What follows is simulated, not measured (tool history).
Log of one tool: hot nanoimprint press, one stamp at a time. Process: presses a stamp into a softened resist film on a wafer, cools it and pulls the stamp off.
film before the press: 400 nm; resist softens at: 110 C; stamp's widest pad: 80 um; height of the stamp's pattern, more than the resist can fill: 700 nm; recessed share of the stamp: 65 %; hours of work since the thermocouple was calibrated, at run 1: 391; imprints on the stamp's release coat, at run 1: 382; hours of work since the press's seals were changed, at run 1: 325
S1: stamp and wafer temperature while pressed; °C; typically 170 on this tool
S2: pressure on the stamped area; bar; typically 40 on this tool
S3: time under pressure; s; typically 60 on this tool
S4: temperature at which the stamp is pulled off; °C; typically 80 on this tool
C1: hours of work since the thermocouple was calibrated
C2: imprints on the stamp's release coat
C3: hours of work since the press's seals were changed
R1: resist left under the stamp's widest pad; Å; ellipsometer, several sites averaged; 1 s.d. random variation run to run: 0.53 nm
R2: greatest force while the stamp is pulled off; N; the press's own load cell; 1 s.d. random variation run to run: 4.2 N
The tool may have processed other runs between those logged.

run     day   S1    S2   S3  S4   C1    C2   C3    R1   R2
  1       0  170    40   60  80  391   382  325  2012  236
  2   2.483  170    40   60  80  415   552  349  2020  248
      3.692  -- plate thermocouple calibrated
  3   4.858  170    40   60  80   11   707  370  1947  272
  4   6.654  170    40   60  87   29   830  388  1952  269
  5   9.321  170    40   91  80   54  1013  413  1673  298
  6  12.217  170    40   91  80   82  1212  441  1682  323
  7  14.696  164    40   60  80  106  1382  465  2698  330
  8  15.996  164    40   60  80  119  1471  478  2704  325
  9  18.046  164    40   60  80  139  1612  498  2720  353
 10   20.35  164    40   60  80  161  1770  520  2718  371
 11  22.458  164    40   60  80  181  1914  540  2715  396
     24.825  -- stamp cleaned and given a new release coat
 12  25.408  170    40   60  80  207    40  566  1997  205
 13  28.129  180    40   60  80  234   226  593  1097  229
 14  30.554  180    40   60  80  257   393  616  1102  243
 15  31.938  180    40   60  80  270   488  629  1102  253
 16  33.796  180  36.5   60  66  288   615  647  1155  289
 17    36.5  180  30.6   60  80  314   801  673  1270  281
 18  38.271  163  46.1  109  78  331   922  691  2333  282
 19  40.308  174    40   61  70  351  1062  710  1591  323
 20  42.208  170    40   75  80  369  1192  729  1867  310
 21  44.438  170  50.4   60  80  391  1345  750  1847  337
 22  47.079  169  61.5   58  81  416  1527  776  1819  341
     48.262  -- plate thermocouple calibrated
 23  50.062  169  33.5   60  80   17  1723  803  2234  381
 24  52.529  170  24.7  107  80   41  1892  827  1978  387
     55.446  -- stamp cleaned and given a new release coat
 25  55.717  170  24.7  107  80   70    18  855  1994  208
 26  57.567  170  24.7  107  80   87   145  873  1987  213
 27  59.158  177    40   80  80  103   255  889  1155  225
 28  61.379  177    40   80  80  124   407  910  1161  243
     64.583  -- press's hydraulic seals changed and the load cell set to zero
 29  64.633  177  26.6   80  78  152   607    0  1418  260
 30  66.712  180  28.8   60  80  172   750   21  1294  269

What if the next run were any one of these 3? Each begins from the tool's condition after run 30:
  A  67.946  166  24.2  60  81  184  835  32   ?   ?
  B  67.946  182  34.3  60  80  184  835  32   ?   ?
  C  67.946  170  56.4  60  80  184  835  32   ?   ?

run    R1   R2
  A  2908  290
  B  1051  279
  C  1700  277
Without the tool's unlogged condition, the same runs would have read:
run    R1   R2
  A  2861  210
  B  1025  202
  C  1654  201

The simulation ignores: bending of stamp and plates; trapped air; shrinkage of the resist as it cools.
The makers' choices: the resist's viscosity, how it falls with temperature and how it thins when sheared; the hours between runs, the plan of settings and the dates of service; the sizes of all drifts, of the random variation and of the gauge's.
